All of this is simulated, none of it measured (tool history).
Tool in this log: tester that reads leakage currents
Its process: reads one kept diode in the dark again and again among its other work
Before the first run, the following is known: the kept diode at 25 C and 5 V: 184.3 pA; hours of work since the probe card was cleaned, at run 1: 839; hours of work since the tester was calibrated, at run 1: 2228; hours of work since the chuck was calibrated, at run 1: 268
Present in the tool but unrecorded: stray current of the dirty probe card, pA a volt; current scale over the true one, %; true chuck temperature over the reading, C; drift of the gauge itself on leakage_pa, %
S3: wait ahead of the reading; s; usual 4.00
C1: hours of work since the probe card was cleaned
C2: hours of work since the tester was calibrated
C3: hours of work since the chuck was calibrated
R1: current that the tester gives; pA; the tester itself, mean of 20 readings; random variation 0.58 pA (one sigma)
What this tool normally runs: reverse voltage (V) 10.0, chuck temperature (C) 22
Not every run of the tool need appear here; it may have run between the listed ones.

run 1 hour=0.0 | reverse_voltage_(V)=10.0 chuck_temperature_(C)=22 S3=4.00 | C1=839 C2=2228 C3=268 | R1=188.79
run 2 hour=72.2 | reverse_voltage_(V)=10.0 chuck_temperature_(C)=22 S3=4.00 | C1=874 C2=2263 C3=302 | R1=187.62
run 3 hour=154.9 | reverse_voltage_(V)=10.0 chuck_temperature_(C)=22 S3=4.00 | C1=913 C2=2302 C3=342 | R1=186.67
run 4 hour=226.9 | reverse_voltage_(V)=10.0 chuck_temperature_(C)=22 S3=4.00 | C1=948 C2=2337 C3=376 | R1=185.74
run 5 hour=293.4 | reverse_voltage_(V)=10.0 chuck_temperature_(C)=22 S3=4.00 | C1=979 C2=2368 C3=408 | R1=186.03
run 6 hour=375.0 | reverse_voltage_(V)=10.0 chuck_temperature_(C)=22 S3=1.59 | C1=1018 C2=2407 C3=447 | R1=186.56
run 7 hour=477.3 | reverse_voltage_(V)=1.4 chuck_temperature_(C)=22 S3=4.00 | C1=1067 C2=2456 C3=495 | R1=72.00
run 8 hour=540.6 | reverse_voltage_(V)=10.0 chuck_temperature_(C)=22 S3=4.00 | C1=1097 C2=2486 C3=526 | R1=184.93
run 9 hour=602.6 | reverse_voltage_(V)=10.0 chuck_temperature_(C)=22 S3=4.00 | C1=1127 C2=2516 C3=555 | R1=183.94
run 10 hour=696.2 | reverse_voltage_(V)=10.0 chuck_temperature_(C)=22 S3=4.00 | C1=1171 C2=2561 C3=600 | R1=183.65
run 11 hour=761.3 | reverse_voltage_(V)=10.0 chuck_temperature_(C)=22 S3=4.00 | C1=1203 C2=2592 C3=631 | R1=182.52
run 12 hour=858.7 | reverse_voltage_(V)=10.0 chuck_temperature_(C)=22 S3=4.00 | C1=1249 C2=2638 C3=677 | R1=183.11
run 13 hour=995.3 | reverse_voltage_(V)=10.0 chuck_temperature_(C)=22 S3=4.00 | C1=1314 C2=2703 C3=743 | R1=181.92
run 14 hour=1067.3 | reverse_voltage_(V)=10.0 chuck_temperature_(C)=22 S3=0.52 | C1=1349 C2=2738 C3=777 | R1=187.53
run 15 hour=1197.7 | reverse_voltage_(V)=1.4 chuck_temperature_(C)=22 S3=4.00 | C1=1411 C2=2800 C3=839 | R1=70.03
run 16 hour=1267.0 | reverse_voltage_(V)=1.4 chuck_temperature_(C)=22 S3=4.00 | C1=1444 C2=2833 C3=872 | R1=69.55
run 17 hour=1404.2 | reverse_voltage_(V)=10.0 chuck_temperature_(C)=35 S3=4.00 | C1=1509 C2=2899 C3=938 | R1=583.90
run 18 hour=1474.3 | reverse_voltage_(V)=4.3 chuck_temperature_(C)=22 S3=4.00 | C1=1543 C2=2932 C3=971 | R1=118.86
-- hour=1484.9 probe card cleaned and baked
run 19 hour=1614.3 | reverse_voltage_(V)=4.3 chuck_temperature_(C)=22 S3=4.00 | C1=62 C2=2997 C3=1037 | R1=119.14
run 20 hour=1699.8 | reverse_voltage_(V)=10.0 chuck_temperature_(C)=22 S3=0.52 | C1=103 C2=3038 C3=1077 | R1=184.58
-- hour=1726.9 chuck's temperature calibrated
-- hour=1804.2 probe card cleaned and baked, once more
run 21 hour=1804.2 | reverse_voltage_(V)=10.0 chuck_temperature_(C)=22 S3=0.52 | C1=0 C2=3086 C3=35 | R1=199.23
run 22 hour=1916.8 | reverse_voltage_(V)=10.0 chuck_temperature_(C)=22 S3=0.52 | C1=54 C2=3139 C3=89 | R1=198.40
run 23 hour=2005.0 | reverse_voltage_(V)=11.6 chuck_temperature_(C)=22 S3=4.53 | C1=96 C2=3181 C3=131 | R1=207.19
run 24 hour=2080.1 | reverse_voltage_(V)=1.4 chuck_temperature_(C)=22 S3=4.00 | C1=132 C2=3217 C3=167 | R1=76.09
run 25 hour=2180.8 | reverse_voltage_(V)=1.4 chuck_temperature_(C)=22 S3=1.70 | C1=180 C2=3265 C3=215 | R1=75.71
run 26 hour=2243.6 | reverse_voltage_(V)=3.8 chuck_temperature_(C)=28 S3=0.47 | C1=210 C2=3295 C3=245 | R1=215.41
run 27 hour=2318.3 | reverse_voltage_(V)=4.8 chuck_temperature_(C)=34 S3=8.20 | C1=245 C2=3331 C3=281 | R1=405.55
run 28 hour=2376.5 | reverse_voltage_(V)=10.0 chuck_temperature_(C)=22 S3=3.49 | C1=273 C2=3359 C3=309 | R1=188.79
run 29 hour=2489.6 | reverse_voltage_(V)=5.3 chuck_temperature_(C)=36 S3=8.47 | C1=327 C2=3413 C3=363 | R1=503.52
run 30 hour=2590.4 | reverse_voltage_(V)=5.3 chuck_temperature_(C)=36 S3=4.99 | C1=375 C2=3461 C3=411 | R1=501.90
run 31 hour=2713.6 | reverse_voltage_(V)=5.3 chuck_temperature_(C)=36 S3=4.99 | C1=434 C2=3519 C3=469 | R1=503.22
run 32 hour=2789.9 | reverse_voltage_(V)=9.2 chuck_temperature_(C)=55 S3=3.23 | C1=470 C2=3556 C3=506 | R1=3158.76
run 33 hour=2916.0 | reverse_voltage_(V)=9.2 chuck_temperature_(C)=55 S3=3.23 | C1=531 C2=3616 C3=566 | R1=3120.42
run 34 hour=3034.5 | reverse_voltage_(V)=9.2 chuck_temperature_(C)=22 S3=3.23 | C1=587 C2=3673 C3=622 | R1=177.70
run 35 hour=3126.4 | reverse_voltage_(V)=8.9 chuck_temperature_(C)=20 S3=0.70 | C1=631 C2=3716 C3=666 | R1=147.56
run 36 hour=3222.0 | reverse_voltage_(V)=8.9 chuck_temperature_(C)=20 S3=0.70 | C1=677 C2=3762 C3=712 | R1=146.92
run 37 hour=3359.1 | reverse_voltage_(V)=19.8 chuck_temperature_(C)=34 S3=6.64 | C1=742 C2=3827 C3=777 | R1=759.45
run 38 hour=3445.9 | reverse_voltage_(V)=10.0 chuck_temperature_(C)=20 S3=4.00 | C1=783 C2=3869 C3=819 | R1=150.43
run 39 hour=3521.8 | reverse_voltage_(V)=10.0 chuck_temperature_(C)=20 S3=4.00 | C1=820 C2=3905 C3=855 | R1=150.67

Branching from run 39: 3 alternative next runs. What would each branch give?
run A hour=3584.6 | reverse_voltage_(V)=10.0 chuck_temperature_(C)=22 S3=0.88 | C1=850 C2=3935 C3=885 | R1=?
run B hour=3584.6 | reverse_voltage_(V)=1.5 chuck_temperature_(C)=49 S3=6.97 | C1=850 C2=3935 C3=885 | R1=?
run C hour=3584.6 | reverse_voltage_(V)=4.0 chuck_temperature_(C)=36 S3=0.33 | C1=850 C2=3935 C3=885 | R1=?

run=A R1=184.73
run=B R1=804.45
run=C R1=427.60
With the hidden condition removed and each run's random variation left untouched, the same runs would have given:
run=A R1=195.55
run=B R1=861.77
run=C R1=458.76

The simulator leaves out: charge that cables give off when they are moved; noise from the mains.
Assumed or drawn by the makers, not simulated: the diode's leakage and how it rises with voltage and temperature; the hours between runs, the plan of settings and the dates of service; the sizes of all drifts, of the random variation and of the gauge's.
